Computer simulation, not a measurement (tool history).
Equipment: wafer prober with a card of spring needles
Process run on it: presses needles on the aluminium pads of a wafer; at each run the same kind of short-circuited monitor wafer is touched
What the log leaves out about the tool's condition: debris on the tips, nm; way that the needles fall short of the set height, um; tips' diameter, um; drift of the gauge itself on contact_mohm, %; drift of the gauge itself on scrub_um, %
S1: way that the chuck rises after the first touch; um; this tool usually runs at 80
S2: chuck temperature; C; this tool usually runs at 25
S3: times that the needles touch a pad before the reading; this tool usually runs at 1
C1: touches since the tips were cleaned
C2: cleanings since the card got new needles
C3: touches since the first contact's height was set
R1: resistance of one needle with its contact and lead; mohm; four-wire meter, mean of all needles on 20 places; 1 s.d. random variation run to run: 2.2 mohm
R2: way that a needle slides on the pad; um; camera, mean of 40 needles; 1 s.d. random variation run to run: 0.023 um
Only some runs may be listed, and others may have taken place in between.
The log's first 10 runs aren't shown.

-- hour=136.3 tips cleaned on abrasive film
run 11 hour=141.6 | S1=80 S2=25 S3=1 | C1=2174 C2=105 C3=95485 | R1=246 R2=18.44
-- hour=144.3 tips cleaned on abrasive film
-- hour=153.0 tips cleaned on abrasive film
run 12 hour=153.0 | S1=80 S2=25 S3=1 | C1=0 C2=107 C3=99992 | R1=241 R2=18.37
-- hour=156.5 height of the first contact set anew
-- hour=162.0 tips cleaned on abrasive film
-- hour=170.2 tips cleaned on abrasive film
run 13 hour=172.2 | S1=80 S2=25 S3=1 | C1=834 C2=109 C3=6263 | R1=246 R2=18.49
-- hour=179.5 tips cleaned on abrasive film
-- hour=189.0 tips cleaned on abrasive film
run 14 hour=190.2 | S1=80 S2=25 S3=1 | C1=507 C2=111 C3=13459 | R1=242 R2=18.52
-- hour=197.3 tips cleaned on abrasive film
-- hour=205.4 tips cleaned on abrasive film
run 15 hour=208.3 | S1=80 S2=25 S3=3 | C1=1152 C2=113 C3=20674 | R1=243 R2=18.59
-- hour=212.1 gauge calibrated
-- hour=214.9 tips cleaned on abrasive film
-- hour=223.1 tips cleaned on abrasive film
run 16 hour=225.1 | S1=80 S2=25 S3=3 | C1=806 C2=115 C3=27403 | R1=243 R2=18.18
-- hour=231.8 tips cleaned on abrasive film
run 17 hour=235.6 | S1=80 S2=38 S3=2 | C1=1519 C2=116 C3=31582 | R1=247 R2=18.19
-- hour=239.8 tips cleaned on abrasive film
-- hour=248.0 tips cleaned on abrasive film
run 18 hour=253.8 | S1=91 S2=38 S3=2 | C1=2366 C2=118 C3=38874 | R1=245 R2=20.72
-- hour=257.0 tips cleaned on abrasive film
-- hour=265.4 tips cleaned on abrasive film
run 19 hour=268.1 | S1=68 S2=40 S3=1 | C1=1082 C2=120 C3=44569 | R1=251 R2=15.49
-- hour=274.2 tips cleaned on abrasive film
-- hour=282.7 tips cleaned on abrasive film
run 20 hour=285.2 | S1=68 S2=40 S3=1 | C1=994 C2=122 C3=51375 | R1=249 R2=15.51
-- hour=290.8 tips cleaned on abrasive film
-- hour=299.4 tips cleaned on abrasive film
run 21 hour=301.2 | S1=75 S2=62 S3=1 | C1=708 C2=124 C3=57780 | R1=254 R2=17.14
-- hour=309.0 tips cleaned on abrasive film
-- hour=317.5 tips cleaned on abrasive film
run 22 hour=319.7 | S1=80 S2=102 S3=2 | C1=900 C2=126 C3=65175 | R1=260 R2=18.34
-- hour=326.7 tips cleaned on abrasive film
run 23 hour=334.3 | S1=75 S2=102 S3=2 | C1=3053 C2=127 C3=71034 | R1=265 R2=17.22
-- hour=335.9 tips cleaned on abrasive film
-- hour=343.9 tips cleaned on abrasive film
run 24 hour=349.0 | S1=75 S2=102 S3=2 | C1=2049 C2=129 C3=76899 | R1=260 R2=17.26
-- hour=352.4 tips cleaned on abrasive film
run 25 hour=359.2 | S1=72 S2=36 S3=1 | C1=2760 C2=130 C3=80973 | R1=247 R2=16.57
-- hour=360.6 tips cleaned on abrasive film
-- hour=369.9 tips cleaned on abrasive film
-- hour=378.4 tips cleaned on abrasive film
run 26 hour=379.0 | S1=82 S2=36 S3=1 | C1=253 C2=133 C3=88864 | R1=244 R2=18.93
-- hour=386.8 tips cleaned on abrasive film
-- hour=395.3 tips cleaned on abrasive film
run 27 hour=399.9 | S1=82 S2=36 S3=1 | C1=1838 C2=135 C3=97210 | R1=245 R2=18.95
-- hour=404.3 tips cleaned on abrasive film
run 28 hour=409.0 | S1=63 S2=86 S3=2 | C1=1891 C2=136 C3=100862 | R1=269 R2=14.58
-- hour=410.3 height of the first contact set anew
-- hour=412.6 tips cleaned on abrasive film
-- hour=421.5 tips cleaned on abrasive film
run 29 hour=422.7 | S1=63 S2=41 S3=1 | C1=493 C2=138 C3=4919 | R1=254 R2=14.57
-- hour=430.3 tips cleaned on abrasive film
run 30 hour=432.0 | S1=78 S2=50 S3=1 | C1=704 C2=139 C3=8636 | R1=251 R2=18.10

What if the next run were any one of these 4? Each begins from the tool's condition after run 30:
-- hour=439.5 tips cleaned on abrasive film
run A hour=443.2 | S1=75 S2=68 S3=1 | C1=1495 C2=140 C3=13111 | R1=? R2=?
-- hour=439.5 tips cleaned on abrasive film
run B hour=443.2 | S1=97 S2=42 S3=3 | C1=1495 C2=140 C3=13111 | R1=? R2=?
-- hour=439.5 tips cleaned on abrasive film
run C hour=443.2 | S1=87 S2=43 S3=3 | C1=1495 C2=140 C3=13111 | R1=? R2=?
-- hour=439.5 tips cleaned on abrasive film
run D hour=443.2 | S1=62 S2=101 S3=2 | C1=1495 C2=140 C3=13111 | R1=? R2=?

run=A R1=254 R2=17.42
run=B R1=242 R2=22.52
run=C R1=246 R2=20.15
run=D R1=268 R2=14.39
Without the tool's unlogged condition, the same runs would have read:
run=A R1=254 R2=17.01
run=B R1=242 R2=22.00
run=C R1=246 R2=19.68
run=D R1=268 R2=14.06

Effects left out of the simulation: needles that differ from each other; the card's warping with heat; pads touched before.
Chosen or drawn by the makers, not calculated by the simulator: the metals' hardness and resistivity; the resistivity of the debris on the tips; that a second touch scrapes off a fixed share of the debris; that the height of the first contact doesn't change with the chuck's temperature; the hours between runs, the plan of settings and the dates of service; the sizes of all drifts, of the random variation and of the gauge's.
